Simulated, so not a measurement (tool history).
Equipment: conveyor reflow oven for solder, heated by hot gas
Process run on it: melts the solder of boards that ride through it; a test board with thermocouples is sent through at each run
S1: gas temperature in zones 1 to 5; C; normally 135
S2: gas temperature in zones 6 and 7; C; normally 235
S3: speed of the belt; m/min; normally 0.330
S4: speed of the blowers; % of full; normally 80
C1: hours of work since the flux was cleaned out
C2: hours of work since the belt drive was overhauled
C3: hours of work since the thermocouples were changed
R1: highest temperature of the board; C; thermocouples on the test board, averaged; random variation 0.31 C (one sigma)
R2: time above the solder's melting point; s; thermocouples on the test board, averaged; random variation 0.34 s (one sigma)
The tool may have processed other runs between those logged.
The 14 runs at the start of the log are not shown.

{"day": 25.908, "done": "flux residue cleaned out of gas plates and filters"}
{"run": 15, "day": 27.454, "S1": 135, "S2": 235, "S3": 0.33, "S4": 53, "C1": 16, "C2": 760, "C3": 417, "R1": 214.9, "R2": 77.8}
{"run": 16, "day": 29.429, "S1": 135, "S2": 235, "S3": 0.33, "S4": 53, "C1": 36, "C2": 781, "C3": 438, "R1": 215.9, "R2": 77.3}
{"run": 17, "day": 31.429, "S1": 121, "S2": 235, "S3": 0.289, "S4": 80, "C1": 57, "C2": 801, "C3": 458, "R1": 225.1, "R2": 97.5}
{"run": 18, "day": 33.7, "S1": 122, "S2": 235, "S3": 0.33, "S4": 80, "C1": 80, "C2": 825, "C3": 482, "R1": 221.8, "R2": 80.8}
{"run": 19, "day": 34.729, "S1": 143, "S2": 235, "S3": 0.33, "S4": 80, "C1": 91, "C2": 835, "C3": 492, "R1": 224.5, "R2": 92.5}
{"run": 20, "day": 36.05, "S1": 143, "S2": 235, "S3": 0.33, "S4": 80, "C1": 105, "C2": 849, "C3": 506, "R1": 224.2, "R2": 92.6}
{"run": 21, "day": 37.583, "S1": 138, "S2": 225, "S3": 0.33, "S4": 66, "C1": 121, "C2": 865, "C3": 522, "R1": 210.9, "R2": 76.1}
{"run": 22, "day": 39.258, "S1": 138, "S2": 225, "S3": 0.33, "S4": 66, "C1": 138, "C2": 882, "C3": 539, "R1": 211.5, "R2": 75.7}
{"run": 23, "day": 40.442, "S1": 138, "S2": 225, "S3": 0.33, "S4": 66, "C1": 150, "C2": 894, "C3": 551, "R1": 211.8, "R2": 76.1}
{"run": 24, "day": 41.946, "S1": 138, "S2": 235, "S3": 0.309, "S4": 68, "C1": 166, "C2": 910, "C3": 567, "R1": 223.0, "R2": 94.9}
{"run": 25, "day": 43.279, "S1": 138, "S2": 235, "S3": 0.309, "S4": 55, "C1": 179, "C2": 924, "C3": 581, "R1": 218.9, "R2": 89.7}
{"run": 26, "day": 45.525, "S1": 138, "S2": 235, "S3": 0.309, "S4": 55, "C1": 203, "C2": 947, "C3": 604, "R1": 218.8, "R2": 89.4}
{"run": 27, "day": 47.112, "S1": 138, "S2": 235, "S3": 0.309, "S4": 55, "C1": 219, "C2": 963, "C3": 620, "R1": 218.9, "R2": 89.7}
{"run": 28, "day": 49.275, "S1": 123, "S2": 224, "S3": 0.309, "S4": 80, "C1": 241, "C2": 985, "C3": 643, "R1": 213.7, "R2": 78.9}
{"run": 29, "day": 51.496, "S1": 123, "S2": 224, "S3": 0.309, "S4": 80, "C1": 264, "C2": 1008, "C3": 666, "R1": 213.4, "R2": 78.8}
{"run": 30, "day": 53.188, "S1": 135, "S2": 235, "S3": 0.33, "S4": 74, "C1": 282, "C2": 1026, "C3": 683, "R1": 221.9, "R2": 86.5}

What if the next run were any one of these 3? Each begins from the tool's condition after run 30:
{"run": "A", "day": 55.521, "S1": 135, "S2": 242, "S3": 0.33, "S4": 61, "C1": 306, "C2": 1050, "C3": 707, "R1": "?", "R2": "?"}
{"run": "B", "day": 55.521, "S1": 135, "S2": 231, "S3": 0.33, "S4": 80, "C1": 306, "C2": 1050, "C3": 707, "R1": "?", "R2": "?"}
{"run": "C", "day": 55.521, "S1": 148, "S2": 237, "S3": 0.349, "S4": 80, "C1": 306, "C2": 1050, "C3": 707, "R1": "?", "R2": "?"}

run=A R1=225.1 R2=87.1
run=B R1=219.9 R2=84.8
run=C R1=224.7 R2=91.0
Had the tool no hidden state, the same runs would have come out as:
run=A R1=225.1 R2=87.2
run=B R1=219.9 R2=84.8
run=C R1=224.8 R2=91.0

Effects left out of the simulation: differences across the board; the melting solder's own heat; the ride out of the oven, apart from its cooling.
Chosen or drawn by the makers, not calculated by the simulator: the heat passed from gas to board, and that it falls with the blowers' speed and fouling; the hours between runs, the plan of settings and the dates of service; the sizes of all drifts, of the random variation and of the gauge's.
